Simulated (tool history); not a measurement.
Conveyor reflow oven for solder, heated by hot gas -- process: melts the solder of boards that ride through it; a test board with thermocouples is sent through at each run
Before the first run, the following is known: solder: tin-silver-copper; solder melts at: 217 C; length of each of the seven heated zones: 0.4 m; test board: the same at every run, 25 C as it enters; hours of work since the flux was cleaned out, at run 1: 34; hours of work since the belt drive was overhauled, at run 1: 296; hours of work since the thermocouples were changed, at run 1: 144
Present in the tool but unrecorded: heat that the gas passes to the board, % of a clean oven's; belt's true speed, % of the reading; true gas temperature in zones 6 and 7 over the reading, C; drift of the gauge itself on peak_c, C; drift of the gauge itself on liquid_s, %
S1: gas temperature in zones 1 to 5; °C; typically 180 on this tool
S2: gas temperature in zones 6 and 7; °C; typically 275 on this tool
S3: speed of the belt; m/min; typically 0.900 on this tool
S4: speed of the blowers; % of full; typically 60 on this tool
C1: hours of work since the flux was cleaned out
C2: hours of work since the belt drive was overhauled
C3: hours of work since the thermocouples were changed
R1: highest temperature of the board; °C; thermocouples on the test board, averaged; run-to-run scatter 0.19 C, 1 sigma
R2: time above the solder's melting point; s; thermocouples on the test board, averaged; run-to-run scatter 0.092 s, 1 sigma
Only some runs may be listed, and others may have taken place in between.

| run | hour | S1 | S2 | S3 | S4 | C1 | C2 | C3 | R1 | R2 |
|---|---|---|---|---|---|---|---|---|---|---|
| 1 | 0.0 | 180 | 275 | 0.900 | 60 | 34 | 296 | 144 | 256.3 | 43.12 |
| 2 | 4.2 | 180 | 266 | 0.900 | 60 | 37 | 299 | 148 | 248.4 | 39.41 |
| 3 | 13.2 | 192 | 275 | 0.900 | 60 | 44 | 306 | 155 | 258.0 | 47.63 |
| 4 | 19.1 | 180 | 275 | 0.900 | 60 | 49 | 311 | 159 | 256.2 | 43.17 |
| 5 | 28.5 | 180 | 275 | 0.900 | 60 | 56 | 318 | 167 | 256.0 | 43.13 |
| 6 | 32.9 | 180 | 275 | 0.900 | 60 | 59 | 321 | 170 | 256.0 | 43.14 |
| 7 | 36.9 | 180 | 275 | 0.900 | 60 | 62 | 325 | 173 | 255.9 | 43.06 |
| 8 | 46.0 | 180 | 275 | 0.900 | 60 | 70 | 332 | 180 | 255.7 | 43.12 |
| 9 | 52.9 | 180 | 275 | 0.900 | 60 | 75 | 337 | 186 | 255.8 | 43.09 |
| 10 | 60.3 | 180 | 275 | 0.900 | 60 | 81 | 343 | 191 | 256.4 | 43.04 |
| 11 | 65.1 | 180 | 275 | 0.900 | 60 | 84 | 346 | 195 | 255.6 | 43.07 |
|  | 69.9 | belt drive overhauled, speed set with a stopwatch |
| 12 | 77.8 | 180 | 277 | 0.900 | 60 | 91 | 6 | 202 | 257.9 | 44.01 |
| 13 | 86.8 | 180 | 277 | 0.900 | 60 | 98 | 13 | 209 | 257.4 | 43.96 |
| 14 | 92.8 | 180 | 277 | 0.900 | 60 | 103 | 18 | 213 | 257.7 | 44.17 |
| 15 | 98.2 | 180 | 277 | 0.900 | 60 | 107 | 22 | 218 | 257.5 | 44.04 |
| 16 | 107.8 | 180 | 277 | 0.993 | 75 | 114 | 29 | 225 | 257.7 | 39.87 |
| 17 | 117.5 | 168 | 285 | 0.993 | 75 | 122 | 37 | 233 | 262.4 | 38.96 |
| 18 | 122.2 | 178 | 278 | 0.865 | 83 | 126 | 41 | 236 | 264.0 | 48.54 |
| 19 | 127.5 | 188 | 282 | 0.875 | 67 | 130 | 45 | 240 | 265.5 | 51.13 |
|  | 132.3 | belt drive overhauled, speed set with a stopwatch, once more |
| 20 | 141.3 | 188 | 282 | 0.875 | 67 | 137 | 7 | 248 | 265.2 | 50.23 |
| 21 | 149.4 | 188 | 265 | 0.875 | 88 | 144 | 13 | 254 | 253.3 | 46.57 |
| 22 | 156.9 | 178 | 265 | 0.754 | 88 | 149 | 19 | 260 | 255.6 | 52.26 |
| 23 | 163.8 | 193 | 265 | 0.754 | 88 | 155 | 24 | 265 | 257.1 | 57.95 |
| 24 | 167.8 | 193 | 284 | 0.754 | 88 | 158 | 28 | 268 | 274.5 | 63.34 |
| 25 | 176.3 | 192 | 275 | 0.816 | 62 | 164 | 34 | 275 | 260.8 | 53.83 |
| 26 | 185.6 | 180 | 270 | 0.919 | 60 | 172 | 41 | 282 | 249.9 | 38.82 |
| 27 | 190.0 | 175 | 270 | 0.919 | 60 | 175 | 45 | 286 | 249.0 | 36.87 |

Branching from run 27: 4 alternative next runs. What would each branch give?
|  | 197.4 | flux residue cleaned out of gas plates and filters |
| A | 202.2 | 180 | 269 | 0.984 | 64 | 4 | 50 | 291 | ? | ? |
|  | 197.4 | flux residue cleaned out of gas plates and filters |
| B | 202.2 | 175 | 270 | 0.958 | 60 | 4 | 50 | 291 | ? | ? |
|  | 197.4 | flux residue cleaned out of gas plates and filters |
| C | 202.2 | 190 | 275 | 0.900 | 68 | 4 | 50 | 291 | ? | ? |
|  | 197.4 | flux residue cleaned out of gas plates and filters |
| D | 202.2 | 175 | 270 | 0.919 | 61 | 4 | 50 | 291 | ? | ? |

| run | R1 | R2 |
|---|---|---|
| A | 248.8 | 35.60 |
| B | 248.4 | 34.88 |
| C | 259.3 | 47.54 |
| D | 250.4 | 37.63 |
What these runs would have given with no unlogged condition in the tool:
| run | R1 | R2 |
|---|---|---|
| A | 249.8 | 36.00 |
| B | 249.4 | 35.30 |
| C | 260.4 | 47.78 |
| D | 251.5 | 38.04 |
